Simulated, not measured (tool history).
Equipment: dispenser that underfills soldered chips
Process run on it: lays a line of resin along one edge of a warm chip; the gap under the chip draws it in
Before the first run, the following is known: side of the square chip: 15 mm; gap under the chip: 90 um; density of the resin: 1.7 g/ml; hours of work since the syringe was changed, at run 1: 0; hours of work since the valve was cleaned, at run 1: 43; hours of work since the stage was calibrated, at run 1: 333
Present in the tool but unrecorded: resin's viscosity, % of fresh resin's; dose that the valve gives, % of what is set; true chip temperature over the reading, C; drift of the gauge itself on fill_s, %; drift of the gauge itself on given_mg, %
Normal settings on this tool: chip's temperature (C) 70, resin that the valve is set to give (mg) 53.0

run,hour,chip's temperature (C),resin that the valve is set to give (mg),hours of work since the syringe was changed,hours of work since the valve was cleaned,hours of work since the stage was calibrated,time until the resin shows at the far edge (s),resin that the valve gave (mg)
1,0.0,70,53.0,0,43,333,150.5,50.91
2,6.1,70,53.0,5,47,338,207.4,50.67
# hour 12.9: new syringe of resin
3,15.9,70,53.0,2,54,345,177.7,50.63
# hour 22.4: dispensing valve cleaned and set on the balance
4,22.5,70,60.6,6,0,349,225.6,60.10
# hour 26.4: new syringe of resin
5,34.7,70,56.8,6,9,357,228.5,56.53
# hour 39.1: new syringe of resin
6,42.8,70,56.8,3,14,363,179.6,55.75
7,49.9,64,56.8,8,19,368,353.1,55.31
# hour 51.3: new syringe of resin
8,61.5,70,52.0,7,28,376,260.2,50.40
# hour 63.8: new syringe of resin
9,70.9,70,58.7,5,34,383,213.3,56.50
# hour 76.3: new syringe of resin
10,76.7,70,46.0,0,38,387,156.3,44.18
11,85.7,63,46.0,7,45,393,374.0,44.21
# hour 89.0: new syringe of resin
12,92.2,63,46.0,2,49,398,260.1,43.84
# hour 101.3: new syringe of resin
13,101.3,65,46.0,0,56,404,202.4,43.55
# hour 106.5: dispensing valve cleaned and set on the balance
14,109.7,65,46.0,5,2,410,288.8,46.06
# hour 114.6: new syringe of resin
15,116.5,65,46.0,1,7,414,214.0,45.89
16,124.6,70,53.0,7,13,420,248.0,52.30
# hour 127.1: new syringe of resin
17,130.9,70,53.0,3,17,424,184.4,52.45
# hour 139.5: new syringe of resin
18,141.3,70,53.0,1,25,432,163.1,51.80
# hour 152.0: new syringe of resin
19,152.1,55,65.0,0,32,439,322.9,62.93
20,163.5,55,65.0,8,40,448,598.9,62.43
# hour 164.6: new syringe of resin
21,168.9,55,65.0,3,44,451,408.7,62.50
22,175.8,71,65.0,8,49,456,258.8,62.24
# hour 176.9: new syringe of resin
23,186.7,67,64.2,7,57,464,287.9,60.51
# hour 189.4: dispensing valve cleaned and set on the balance
# hour 190.8: new syringe of resin
24,198.7,65,52.7,6,7,472,300.1,52.93
# hour 203.4: new syringe of resin
25,210.0,78,53.0,5,14,480,142.0,52.32
# hour 216.0: new syringe of resin
26,220.7,65,52.5,3,22,487,250.2,51.42
# hour 228.5: new syringe of resin
27,232.3,65,52.5,3,30,495,245.2,51.02
# hour 241.0: new syringe of resin
28,241.3,65,52.5,0,36,502,198.4,50.63
29,247.8,66,46.7,5,41,506,277.7,45.19
# hour 253.4: new syringe of resin
30,259.0,59,46.7,4,49,514,370.4,44.79
# hour 265.8: new syringe of resin
31,270.8,59,46.7,4,57,523,364.7,44.55
# hour 272.9: dispensing valve cleaned and set on the balance
# hour 279.0: new syringe of resin
32,281.0,59,45.3,1,6,529,303.0,45.23
# hour 291.6: new syringe of resin
33,293.7,76,50.2,2,15,538,129.2,49.40
34,303.0,76,50.2,8,21,545,214.0,49.28
# hour 304.4: new syringe of resin
35,314.8,76,53.0,8,30,553,202.3,51.66
# hour 316.8: new syringe of resin
36,324.2,76,59.1,5,36,560,163.4,57.57

Results for each run, recomputed without the tool's hidden state and with each run's random variation untouched:
run,time until the resin shows at the far edge (s),resin that the valve gave (mg)
1,138.0,52.96
2,136.9,52.94
3,139.4,53.25
4,131.8,60.25
5,135.7,57.13
6,135.7,56.67
7,181.5,56.47
8,137.9,51.86
9,134.0,58.53
10,138.8,45.95
11,203.6,46.27
12,197.3,46.10
13,182.6,46.07
14,177.5,46.09
15,181.2,46.13
16,135.7,52.87
17,135.3,53.27
18,136.2,53.00
19,292.1,64.93
20,293.3,64.95
21,292.0,65.24
22,128.4,65.33
23,153.6,64.00
24,176.4,53.04
25,91.9,52.80
26,175.9,52.28
27,178.4,52.27
28,176.5,52.21
29,173.6,46.80
30,243.0,46.73
31,243.9,46.85
32,247.2,45.40
33,103.2,50.00
34,103.4,50.19
35,103.1,53.07
36,99.6,59.50
